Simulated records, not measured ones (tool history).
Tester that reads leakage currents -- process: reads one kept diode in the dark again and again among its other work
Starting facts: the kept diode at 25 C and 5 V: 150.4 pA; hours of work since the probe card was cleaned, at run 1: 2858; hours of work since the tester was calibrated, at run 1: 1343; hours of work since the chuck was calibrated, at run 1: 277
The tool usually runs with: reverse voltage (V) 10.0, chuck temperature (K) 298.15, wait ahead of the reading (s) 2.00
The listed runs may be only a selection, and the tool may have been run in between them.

| run | hour | reverse voltage (V) | chuck temperature (K) | wait ahead of the reading (s) | hours of work since the probe card was cleaned | hours of work since the tester was calibrated | hours of work since the chuck was calibrated | current that the tester gives (pA) |
|---|---|---|---|---|---|---|---|---|
| 1 | 0.0 | 10.0 | 298.15 | 2.00 | 2858 | 1343 | 277 | 233.57 |
| 2 | 30.0 | 10.0 | 298.15 | 0.32 | 2882 | 1367 | 301 | 238.03 |
| 3 | 64.9 | 10.0 | 298.15 | 0.32 | 2910 | 1394 | 328 | 238.07 |
| 4 | 99.9 | 10.0 | 295.15 | 2.00 | 2938 | 1422 | 356 | 182.78 |
| 5 | 126.5 | 10.0 | 298.15 | 1.26 | 2959 | 1444 | 378 | 236.80 |
|  | 131.1 | tester calibrated |
| 6 | 155.1 | 10.0 | 298.15 | 1.26 | 2980 | 19 | 399 | 238.24 |
| 7 | 180.1 | 8.8 | 325.15 | 2.00 | 3000 | 39 | 419 | 1774.26 |
| 8 | 234.0 | 8.8 | 325.15 | 2.00 | 3043 | 82 | 462 | 1788.79 |
|  | 258.5 | tester calibrated, once more |
| 9 | 270.6 | 8.8 | 325.15 | 2.00 | 3071 | 10 | 490 | 1767.05 |
| 10 | 328.7 | 1.4 | 294.15 | 4.02 | 3117 | 56 | 536 | 57.03 |

Predict each of these 5 candidate next runs independently; none follows another, all start after run 10:
| A | 366.1 | 1.4 | 320.15 | 1.82 | 3147 | 86 | 566 | ? |
| B | 366.1 | 1.1 | 294.15 | 4.02 | 3147 | 86 | 566 | ? |
| C | 366.1 | 1.2 | 296.15 | 4.02 | 3147 | 86 | 566 | ? |
| D | 366.1 | 1.4 | 333.15 | 0.37 | 3147 | 86 | 566 | ? |
| E | 366.1 | 1.8 | 310.15 | 4.50 | 3147 | 86 | 566 | ? |

| run | current that the tester gives (pA) |
|---|---|
| A | 451.73 |
| B | 49.91 |
| C | 62.60 |
| D | 1129.22 |
| E | 244.76 |
With the hidden condition removed and each run's random variation left untouched, the same runs would have given:
| run | current that the tester gives (pA) |
|---|---|
| A | 426.45 |
| B | 46.33 |
| C | 58.23 |
| D | 1071.37 |
| E | 229.88 |
